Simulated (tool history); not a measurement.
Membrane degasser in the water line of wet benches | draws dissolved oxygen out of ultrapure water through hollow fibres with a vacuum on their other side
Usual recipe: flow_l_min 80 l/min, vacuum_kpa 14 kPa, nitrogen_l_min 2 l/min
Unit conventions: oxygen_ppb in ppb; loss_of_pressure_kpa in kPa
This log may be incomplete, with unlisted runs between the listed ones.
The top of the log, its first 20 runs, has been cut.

run	hour	flow_l_min	vacuum_kpa	nitrogen_l_min	hours since the membrane was changed	hours since the vacuum gauge was calibrated	hours since the vacuum lines were made tight	oxygen_ppb	loss_of_pressure_kpa
21	2250.8	83	12.1	1.27	7548	5429	4902	970	44.06
22	2333.4	91	25.2	2	7630	5512	4985	1652.8	48.01
23	2406.9	80	20.5	0.91	7704	5585	5058	2047.8	41.98
24	2556.3	80	20.5	0.91	7853	5734	5208	2047.6	42.39
25	2662.4	80	20.5	0.91	7959	5841	5314	2048.4	41.96
# hour 2675.4: seals of the vacuum lines changed
26	2738.6	80	20.5	0.91	8034	5915	63	2046.5	42.03
27	2837.9	72	9.8	0.91	8133	6014	163	838.7	37.94
28	2899.8	57	14	2	8195	6076	224	624.6	30.01
29	3008.4	57	14	2	8303	6185	333	625	30.38
30	3107.9	121	14	2	8403	6284	433	1126.9	64.24
31	3246.3	121	14	2	8541	6422	571	1130.4	64.7

Consider 5 possible next runs. They are alternatives, not a sequence: every one starts from the tool as it was left by run 31. What does each give?
A	3342.4	121	14	3.7	8637	6519	667	?	?
B	3342.4	121	21.2	3.47	8637	6519	667	?	?
C	3342.4	53	14	4.54	8637	6519	667	?	?
D	3342.4	121	30.4	2.39	8637	6519	667	?	?
E	3342.4	80	34	1.97	8637	6519	667	?	?

run	oxygen_ppb	loss_of_pressure_kpa
A	742	64.49
B	1191.9	64.29
C	291.6	28.16
D	2125.2	64.23
E	2010.2	42.82
Stripped of hidden state, with their random variation kept, the same runs would have yielded:
run	oxygen_ppb	loss_of_pressure_kpa
A	717.8	60.71
B	1169.7	60.51
C	285.8	26.52
D	2104.7	60.47
E	1997.5	40.32
